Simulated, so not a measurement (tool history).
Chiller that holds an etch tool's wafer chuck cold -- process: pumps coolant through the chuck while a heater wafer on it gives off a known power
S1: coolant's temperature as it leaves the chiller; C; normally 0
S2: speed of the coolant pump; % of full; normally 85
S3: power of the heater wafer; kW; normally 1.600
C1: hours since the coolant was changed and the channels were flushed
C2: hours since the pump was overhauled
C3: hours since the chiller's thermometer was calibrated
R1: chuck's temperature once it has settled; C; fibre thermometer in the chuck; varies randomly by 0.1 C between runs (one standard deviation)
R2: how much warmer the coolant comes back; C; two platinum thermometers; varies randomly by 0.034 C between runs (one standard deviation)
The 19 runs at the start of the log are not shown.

run 20 hour=1768.4 | S1=3 S2=65 S3=1.118 | C1=4121 C2=6735 C3=345 | R1=14.7 R2=5.35
run 21 hour=1840.1 | S1=-6 S2=99 S3=2.089 | C1=4192 C2=6807 C3=416 | R1=9.5 R2=6.46
run 22 hour=1972.6 | S1=7 S2=79 S3=0.936 | C1=4325 C2=6940 C3=549 | R1=15.6 R2=3.67
run 23 hour=2082.3 | S1=-9 S2=74 S3=1.048 | C1=4435 C2=7049 C3=659 | R1=1.1 R2=4.44
run 24 hour=2166.7 | S1=-9 S2=74 S3=1.048 | C1=4519 C2=7134 C3=743 | R1=1.1 R2=4.44
run 25 hour=2277.8 | S1=-6 S2=74 S3=0.976 | C1=4630 C2=7245 C3=854 | R1=3.3 R2=4.16
run 26 hour=2392.0 | S1=-7 S2=91 S3=1.904 | C1=4744 C2=7359 C3=968 | R1=8.6 R2=6.45
run 27 hour=2465.6 | S1=-3 S2=65 S3=1.600 | C1=4818 C2=7433 C3=1042 | R1=14.4 R2=7.85
run 28 hour=2600.5 | S1=-3 S2=65 S3=1.600 | C1=4953 C2=7567 C3=1177 | R1=14.4 R2=7.86
run 29 hour=2664.0 | S1=7 S2=80 S3=1.402 | C1=5016 C2=7631 C3=1240 | R1=19.6 R2=5.55
run 30 hour=2747.5 | S1=-7 S2=85 S3=1.604 | C1=5100 C2=7714 C3=1324 | R1=7.2 R2=5.86
run 31 hour=2819.0 | S1=4 S2=61 S3=0.938 | C1=5171 C2=7786 C3=1395 | R1=14.9 R2=4.92
run 32 hour=2936.4 | S1=4 S2=61 S3=2.057 | C1=5289 C2=7903 C3=1513 | R1=27.8 R2=10.95

Consider 4 possible next runs. They are alternatives, not a sequence: every one starts from the tool as it was left by run 32. What does each give?
run A hour=3011.2 | S1=-10 S2=62 S3=1.557 | C1=5364 C2=7978 C3=1588 | R1=? R2=?
run B hour=3011.2 | S1=1 S2=94 S3=2.383 | C1=5364 C2=7978 C3=1588 | R1=? R2=?
run C hour=3011.2 | S1=-5 S2=93 S3=1.600 | C1=5364 C2=7978 C3=1588 | R1=? R2=?
run D hour=3011.2 | S1=7 S2=69 S3=1.873 | C1=5364 C2=7978 C3=1588 | R1=? R2=?

run=A R1=7.9 R2=8.12
run=B R1=20.0 R2=7.84
run=C R1=7.9 R2=5.35
run=D R1=26.6 R2=8.67
The same runs, with their run-to-run variation unchanged, on a tool lacking any hidden condition would have given:
run=A R1=5.3 R2=7.36
run=B R1=17.2 R2=7.11
run=C R1=6.0 R2=4.86
run=D R1=23.8 R2=7.86

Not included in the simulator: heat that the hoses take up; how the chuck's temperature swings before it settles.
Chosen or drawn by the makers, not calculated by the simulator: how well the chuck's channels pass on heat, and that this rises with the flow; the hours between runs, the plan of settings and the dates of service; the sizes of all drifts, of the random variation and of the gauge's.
